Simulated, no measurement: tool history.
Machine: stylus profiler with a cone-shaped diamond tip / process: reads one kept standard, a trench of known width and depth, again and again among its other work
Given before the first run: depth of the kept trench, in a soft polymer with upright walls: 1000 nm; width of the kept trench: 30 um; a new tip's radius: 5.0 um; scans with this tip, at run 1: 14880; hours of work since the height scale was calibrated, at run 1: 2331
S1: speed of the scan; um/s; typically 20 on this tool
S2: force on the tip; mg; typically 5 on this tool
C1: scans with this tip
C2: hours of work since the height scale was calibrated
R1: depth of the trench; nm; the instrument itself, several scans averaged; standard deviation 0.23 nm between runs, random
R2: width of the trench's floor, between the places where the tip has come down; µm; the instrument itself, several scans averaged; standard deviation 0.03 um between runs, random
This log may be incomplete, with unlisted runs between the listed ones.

run	day	S1	S2	C1	C2	R1	R2
1	0	20	5	14880	2331	1011.12	21.08
2	4.742	20	5	15233	2386	1010.09	21.07
# day 7.962: height scale calibrated on a step standard
3	8	20	5	15474	0	1017.18	20.99
4	11.454	20	13.95	15730	41	1035.03	21.01
5	15.862	20	13.95	16059	92	1034.52	20.91
6	19.008	20	13.95	16293	129	1034.47	20.89
7	21.479	20	5	16477	158	1016.83	20.89
8	24.321	20	5	16688	191	1016.88	20.88
9	27.038	20	5	16891	222	1016.43	20.81
10	31.138	40	5	17196	270	1016.71	20.74
11	36.267	40	5	17577	330	1016.22	20.69
12	38.883	20	1.73	17772	361	1007.01	20.61
13	42.621	20	1.73	18050	404	1007.16	20.64
14	47.279	20	1.73	18397	458	1006.57	20.56
15	52.3	20	1.73	18771	517	1006.47	20.52
16	57.596	20	5	19165	579	1015.43	20.51
17	61.438	20	5	19451	624	1014.95	20.46
18	64.212	20	5	19658	656	1015.26	20.38
19	66.596	20	5	19835	684	1015.04	20.44
20	71.708	11	5	20216	743	1014.85	20.4
21	74.133	11	5	20396	772	1014.88	20.32
22	79.442	5	5	20792	834	1014.13	20.33
23	83.6	5	6.5	21101	882	1017.72	20.27
24	86.55	20	5	21321	916	1014.05	20.21
25	88.817	39	1.67	21489	943	1004.98	19.98
26	91.583	18	14.44	21695	975	1032.42	20.12
27	95.017	18	14.44	21951	1015	1032.12	20.14
28	99.479	7	7.11	22283	1067	1018.69	20.11
29	102.875	11	11.67	22536	1107	1027.07	20.1
30	105.858	11	11.67	22758	1142	1027.03	20.03
31	108.188	23	14.5	22931	1169	1031.95	20.07
32	111.633	31	2.49	23188	1209	1006.72	19.91
33	113.933	31	2.49	23359	1236	1006.76	19.85
34	118.633	44	14.52	23709	1290	1031.62	19.92
35	121.596	6	1.86	23929	1325	1004.23	19.89
36	124.038	6	1.86	24111	1354	1003.94	19.84
37	129.121	6	1.86	24489	1413	1003.93	19.81
38	133.121	20	5	24787	1459	1012.78	19.75
39	136.729	32	7.43	25056	1502	1018.12	19.74
40	141.442	11	8.38	25407	1556	1020.3	19.71
41	143.621	11	8.38	25569	1582	1019.4	19.7
42	148.446	11	8.38	25928	1638	1019.54	19.64
43	152.917	11	8.38	26261	1690	1019.24	19.66
44	155.117	38	3.48	26424	1716	1007.83	19.46
45	157.892	20	10.92	26631	1748	1023.74	19.54

For some of the steps in R1 from one run to the next: how much would appear even if the tool had no hidden state, given the settings, what came in and random variation, and how much remains for the hidden state plus any gauge scatter that the measured result and the result without hidden state don't share?
What the log doesn't record here: radius of the tip, um; height scale over the true one, %; drift of the gauge itself on depth_nm, %; drift of the gauge itself on floor_um, %.
Run 2 -> 3: height scale calibrated on a step standard. R1 +7.09 nm: hidden state +7.09, all else +0.
Run 15 -> 16: S2 1.73 -> 5. R1 +8.96 nm: hidden state -0.22, all else +9.18.
Run 25 -> 26: S1 39 -> 18, S2 1.67 -> 14.44. R1 +27.44 nm: hidden state -0.21, all else +27.65.
Run 31 -> 32: S1 23 -> 31, S2 14.5 -> 2.49. R1 -25.23 nm: hidden state -0.04, all else -25.19.
Run 33 -> 34: S1 31 -> 44, S2 2.49 -> 14.52. R1 +24.86 nm: hidden state -0.29, all else +25.15.
Run 34 -> 35: S1 44 -> 6, S2 14.52 -> 1.86. R1 -27.39 nm: hidden state +0.01, all else -27.4.

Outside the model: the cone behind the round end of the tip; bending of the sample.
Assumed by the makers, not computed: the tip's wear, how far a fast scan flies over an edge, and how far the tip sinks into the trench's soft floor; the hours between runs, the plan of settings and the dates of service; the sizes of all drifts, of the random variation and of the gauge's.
